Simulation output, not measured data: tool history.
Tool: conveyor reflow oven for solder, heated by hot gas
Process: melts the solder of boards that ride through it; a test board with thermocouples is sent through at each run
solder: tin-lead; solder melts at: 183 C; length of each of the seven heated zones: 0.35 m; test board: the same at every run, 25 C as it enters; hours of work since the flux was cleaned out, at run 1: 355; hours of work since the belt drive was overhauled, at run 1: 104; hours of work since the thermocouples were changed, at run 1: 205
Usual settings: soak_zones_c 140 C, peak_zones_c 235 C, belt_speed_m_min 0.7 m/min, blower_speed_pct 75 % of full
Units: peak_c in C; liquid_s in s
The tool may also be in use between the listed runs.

run    hour  soak_zones_c  peak_zones_c  belt_speed_m_min  blower_speed_pct  hours of work since the flux was cleaned out  hours of work since the belt drive was overhauled  hours of work since the thermocouples were changed  peak_c  liquid_s
  1       0           140           235               0.7                75                                           355                                                104                                                 205   219.7      47.3
  2    50.5           140           235               0.7                75                                           379                                                128                                                 229     220      47.2
       82.7  -- flux residue cleaned out of gas plates and filters
  3   131.8           140           235               0.7                75                                            23                                                164                                                 265   223.4      48.7
  4   200.3           140           235               0.7                75                                            55                                                196                                                 297   223.2      48.8
  5   240.3           140           235               0.7                57                                            74                                                215                                                 316   219.1      47.4
  6   284.2           140           235               0.7                57                                            95                                                235                                                 337   219.1        47
  7   342.5           140           235               0.7                57                                           122                                                263                                                 364     219      46.6
  8   374.5           140           235               0.7                55                                           137                                                278                                                 379   217.6      46.4
  9   421.8           149           235               0.7                75                                           159                                                300                                                 401   223.5      51.9
 10   466.1           149           235               0.7                75                                           180                                                321                                                 422   222.6      51.9
 11   521.4           149           235               0.7                75                                           206                                                347                                                 448   222.7      51.8
 12   575.4           149           232             0.811                81                                           231                                                372                                                 473   217.3      41.8
 13   617.9           130           238               0.7                73                                           251                                                392                                                 493   221.6      46.4
 14   659.4           140           249               0.7                85                                           271                                                411                                                 513   234.6      54.7
 15   735.5           153           223             0.797                67                                           307                                                447                                                 549     208        38
 16   798.7           140           235             0.645                68                                           336                                                477                                                 578   222.2      53.4
 17   854.2           140           235             0.671                77                                           362                                                503                                                 604   222.1      51.1
 18   887.5           140           235             0.645                77                                           378                                                519                                                 620   223.6      53.9
      921.9  -- flux residue cleaned out of gas plates and filters
 19   926.6           131           235             0.645                72                                             2                                                535                                                 636   224.3      52.8
 20   981.7           131           235             0.645                72                                            28                                                561                                                 662   224.1      52.6
 21  1053.1           133           237             0.645                72                                            62                                                594                                                 695   226.7      53.8

Forecast each of these 5 alternatives for the next run:
     1068.1  -- thermocouples of zones 6 and 7 changed
  A  1087.9           145           223             0.645                70                                            77                                                609                                                   9       ?         ?
     1068.1  -- thermocouples of zones 6 and 7 changed
  B  1087.9           140           235             0.743                82                                            77                                                609                                                   9       ?         ?
     1068.1  -- thermocouples of zones 6 and 7 changed
  C  1087.9           134           228               0.7                59                                            77                                                609                                                   9       ?         ?
     1068.1  -- thermocouples of zones 6 and 7 changed
  D  1087.9           144           235               0.7                75                                            77                                                609                                                   9       ?         ?
     1068.1  -- thermocouples of zones 6 and 7 changed
  E  1087.9           140           242             0.622                58                                            77                                                609                                                   9       ?         ?

run  peak_c  liquid_s
  A     213      50.6
  B     221      46.2
  C     212      41.1
  D   222.7      50.9
  E   229.2      58.7
Without the tool's hidden state the same runs would have given:
run  peak_c  liquid_s
  A   213.6      50.2
  B   221.6      45.8
  C   212.5      40.9
  D   223.3      50.5
  E   229.7      58.1

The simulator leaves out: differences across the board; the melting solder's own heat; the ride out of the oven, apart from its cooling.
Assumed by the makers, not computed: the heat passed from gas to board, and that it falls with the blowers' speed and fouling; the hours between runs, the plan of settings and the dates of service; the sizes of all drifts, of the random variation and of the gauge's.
